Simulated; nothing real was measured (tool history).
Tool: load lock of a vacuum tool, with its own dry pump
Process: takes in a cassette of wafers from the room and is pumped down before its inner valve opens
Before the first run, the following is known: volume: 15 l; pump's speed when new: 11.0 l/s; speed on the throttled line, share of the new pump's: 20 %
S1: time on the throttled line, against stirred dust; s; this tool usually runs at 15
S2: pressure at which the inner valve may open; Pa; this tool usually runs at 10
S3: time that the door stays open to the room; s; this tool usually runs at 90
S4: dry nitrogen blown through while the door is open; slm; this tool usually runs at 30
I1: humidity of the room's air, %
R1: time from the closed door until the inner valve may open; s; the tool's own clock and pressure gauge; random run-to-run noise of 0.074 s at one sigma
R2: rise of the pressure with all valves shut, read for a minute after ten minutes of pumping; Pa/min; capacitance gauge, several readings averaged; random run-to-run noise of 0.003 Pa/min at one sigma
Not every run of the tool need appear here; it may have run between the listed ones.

Run 1, day 0: usual settings; I1 43.2. Result: R1 24.83 s, R2 0.045 Pa/min.
Run 2, day 5.475: usual settings; I1 45.6. Result: R1 24.83 s, R2 0.053 Pa/min.
Run 3, day 7.917: usual settings; I1 45.4. Result: R1 24.91 s, R2 0.045 Pa/min.
Run 4, day 11.788: usual settings; I1 40.8. Result: R1 24.78 s, R2 0.044 Pa/min.
Run 5, day 17.075: usual settings; I1 43.7. Result: R1 24.71 s, R2 0.047 Pa/min.
Run 6, day 21.108: usual settings but S2 9 Pa; I1 47.1. Result: R1 24.88 s, R2 0.054 Pa/min.
Run 7, day 26.212: usual settings but S3 35 s; I1 44.5. Result: R1 24.89 s, R2 0.031 Pa/min.
Run 8, day 31.438: usual settings but S3 35 s; I1 45.2. Result: R1 24.77 s, R2 0.034 Pa/min.
Run 9, day 34.746: usual settings but S3 35 s, S4 11 slm; I1 47.8. Result: R1 24.76 s, R2 0.039 Pa/min.
Run 10, day 37.879: usual settings but S3 35 s, S4 11 slm; I1 44.6. Result: R1 24.59 s, R2 0.044 Pa/min.
Run 11, day 40.804: usual settings; I1 45.5. Result: R1 24.8 s, R2 0.056 Pa/min.
Run 12, day 45.917: usual settings; I1 44.1. Result: R1 24.87 s, R2 0.053 Pa/min.
Run 13, day 50.992: usual settings but S2 17 Pa, S3 36 s; I1 45. Result: R1 24.08 s, R2 0.035 Pa/min.
Run 14, day 56.825: usual settings but S2 17 Pa, S3 36 s, S4 37 slm; I1 42.6. Result: R1 23.94 s, R2 0.032 Pa/min.
Run 15, day 61.942: usual settings but S2 17 Pa, S3 36 s, S4 37 slm; I1 45.4. Result: R1 23.95 s, R2 0.038 Pa/min.
Run 16, day 64.362: usual settings but S2 12 Pa, S3 184 s, S4 32 slm; I1 43.8. Result: R1 24.46 s, R2 0.089 Pa/min.
Run 17, day 69.896: usual settings but S2 15 Pa, S4 6 slm; I1 48. Result: R1 24.25 s, R2 0.088 Pa/min.
Run 18, day 73.6: usual settings but S1 17 s, S2 11 Pa; I1 42.6. Result: R1 26.41 s, R2 0.054 Pa/min.
Run 19, day 78.662: usual settings but S3 159 s, S4 5 slm; I1 45.7. Result: R1 24.79 s, R2 0.122 Pa/min.
Run 20, day 82.4: usual settings but S1 17 s, S3 129 s, S4 5 slm; I1 42.2. Result: R1 26.56 s, R2 0.11 Pa/min.
Run 21, day 88.238: usual settings but S1 29 s, S2 11 Pa, S3 44 s, S4 16 slm; I1 46.3. Result: R1 35.98 s, R2 0.054 Pa/min.
Run 22, day 91.758: usual settings but S1 11 s, S2 13 Pa; I1 43.3. Result: R1 21.36 s, R2 0.066 Pa/min.
Run 23, day 95.754: usual settings but S1 9 s, S2 16 Pa, S3 141 s, S4 36 slm; I1 49.8. Result: R1 19.44 s, R2 0.078 Pa/min.

Branching from run 23: 3 alternative next runs. What would each branch give?
Run A, day 98.329: usual settings but S1 9 s, S2 9 Pa, S3 141 s, S4 36 slm; I1 43.9. Result: R1 ?, R2 ?.
Run B, day 98.329: usual settings but S2 11 Pa; I1 46.6. Result: R1 ?, R2 ?.
Run C, day 98.329: usual settings but S1 14 s, S2 16 Pa, S3 141 s, S4 36 slm; I1 44.6. Result: R1 ?, R2 ?.

run     R1     R2
  A  20.38  0.071
  B   24.7  0.068
  C  23.34  0.076
Had the tool no hidden state, the same runs would have come out as:
run     R1     R2
  A  20.13   0.05
  B  24.49  0.047
  C  23.14  0.055

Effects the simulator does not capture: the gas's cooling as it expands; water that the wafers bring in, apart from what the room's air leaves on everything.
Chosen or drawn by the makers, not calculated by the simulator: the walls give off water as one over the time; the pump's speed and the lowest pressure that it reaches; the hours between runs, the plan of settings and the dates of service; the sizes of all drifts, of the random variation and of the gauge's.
